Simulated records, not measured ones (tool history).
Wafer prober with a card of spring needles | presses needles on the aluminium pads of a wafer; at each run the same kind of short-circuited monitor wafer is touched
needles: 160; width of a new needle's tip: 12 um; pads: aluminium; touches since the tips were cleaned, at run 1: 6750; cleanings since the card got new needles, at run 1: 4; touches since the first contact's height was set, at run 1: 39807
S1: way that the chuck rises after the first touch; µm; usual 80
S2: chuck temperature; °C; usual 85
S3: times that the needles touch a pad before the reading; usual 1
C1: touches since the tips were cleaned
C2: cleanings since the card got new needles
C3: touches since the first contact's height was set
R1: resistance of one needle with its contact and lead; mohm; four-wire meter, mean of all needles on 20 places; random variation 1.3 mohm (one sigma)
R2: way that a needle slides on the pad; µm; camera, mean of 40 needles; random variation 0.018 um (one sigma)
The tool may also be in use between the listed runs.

run,day,S1,S2,S3,C1,C2,C3,R1,R2
1,0.000,80,85,1,6750,4,39807,277,21.64
# day 0.133: tips cleaned on abrasive film
# day 0.846: tips cleaned on abrasive film
2,1.350,80,85,1,5138,6,53493,274,21.60
# day 1.625: tips cleaned on abrasive film
# day 2.346: tips cleaned on abrasive film
3,2.554,80,85,1,2119,8,65680,273,21.59
# day 3.125: tips cleaned on abrasive film
4,3.475,80,85,1,3566,9,75047,273,21.55
# day 3.912: tips cleaned on abrasive film
# day 4.688: tips cleaned on abrasive film
# day 4.771: height of the first contact set anew
5,4.917,80,85,1,2215,11,1472,272,21.40
# day 5.458: tips cleaned on abrasive film
6,5.958,80,85,1,5094,12,12043,272,21.36
# day 6.262: tips cleaned on abrasive film
# day 6.996: tips cleaned on abrasive film
7,7.150,80,85,1,1570,14,24092,270,21.36
# day 7.771: tips cleaned on abrasive film
# day 8.508: tips cleaned on abrasive film
8,8.546,80,85,1,366,16,38247,267,21.31
# day 9.300: tips cleaned on abrasive film
9,9.338,80,85,1,404,17,46296,267,21.31
# day 10.062: tips cleaned on abrasive film
10,10.633,80,85,1,5794,18,59452,275,21.26
# day 10.838: tips cleaned on abrasive film
11,11.354,80,85,1,5261,19,66751,275,21.28
# day 11.596: height of the first contact set anew, once more
# day 11.600: tips cleaned on abrasive film
12,12.025,80,85,1,4323,20,4323,273,21.71
# day 12.367: tips cleaned on abrasive film
13,12.658,80,85,1,2959,21,10741,271,21.68
# day 13.138: tips cleaned on abrasive film
14,13.350,80,85,1,2154,22,17759,273,21.67
# day 13.892: tips cleaned on abrasive film
15,14.312,80,85,1,4305,23,27552,273,21.64
# day 14.642: tips cleaned on abrasive film
16,15.304,80,97,1,6745,24,37591,278,21.62
# day 15.404: tips cleaned on abrasive film
# day 16.162: tips cleaned on abrasive film
17,16.462,70,30,1,3059,26,49348,260,18.88
# day 16.979: tips cleaned on abrasive film
18,17.633,69,39,1,6670,27,61224,266,18.58
# day 17.712: tips cleaned on abrasive film
# day 18.450: tips cleaned on abrasive film
19,18.779,85,85,2,3349,29,72840,267,22.90
# day 19.246: tips cleaned on abrasive film
# day 20.075: tips cleaned on abrasive film
20,20.162,85,85,2,884,31,86855,269,22.83
# day 20.362: height of the first contact set anew
# day 20.858: tips cleaned on abrasive film
21,20.888,96,100,1,321,32,5337,269,26.07
# day 21.650: tips cleaned on abrasive film
22,21.817,96,100,1,1730,33,14774,275,26.05
# day 22.375: tips cleaned on abrasive film
23,22.608,96,100,1,2372,34,22773,275,26.03
# day 23.129: tips cleaned on abrasive film
24,23.358,80,34,1,2324,35,30387,257,21.64
# day 23.938: tips cleaned on abrasive film
# day 24.712: tips cleaned on abrasive film
25,24.838,64,85,3,1277,37,45384,269,17.28
# day 25.508: tips cleaned on abrasive film
26,25.904,63,40,3,4019,38,56201,260,16.98
# day 26.317: tips cleaned on abrasive film
# day 27.033: tips cleaned on abrasive film
27,27.058,63,40,3,240,40,67907,258,16.94
# day 27.779: tips cleaned on abrasive film
28,28.396,82,85,1,6266,41,81489,274,22.09
# day 28.600: tips cleaned on abrasive film
# day 29.100: height of the first contact set anew
# day 29.404: tips cleaned on abrasive film
29,29.625,97,65,2,2285,43,5322,262,26.33
# day 30.129: tips cleaned on abrasive film
30,30.829,61,57,1,7147,44,17558,278,16.53
# day 30.921: tips cleaned on abrasive film
31,31.492,61,57,1,5805,45,24255,273,16.52
# day 31.688: tips cleaned on abrasive film
32,32.279,80,56,1,6012,46,32230,270,21.63

Forecast each of these 3 alternatives for the next run:
# day 32.450: tips cleaned on abrasive film
A,32.971,80,73,3,5312,47,39249,?,?
# day 32.450: tips cleaned on abrasive film
B,32.971,61,45,3,5312,47,39249,?,?
# day 32.450: tips cleaned on abrasive film
C,32.971,81,46,2,5312,47,39249,?,?

run,R1,R2
A,266,21.67
B,261,16.48
C,263,21.91
Without the tool's hidden state the same runs would have given:
run,R1,R2
A,262,21.75
B,255,16.56
C,257,21.99
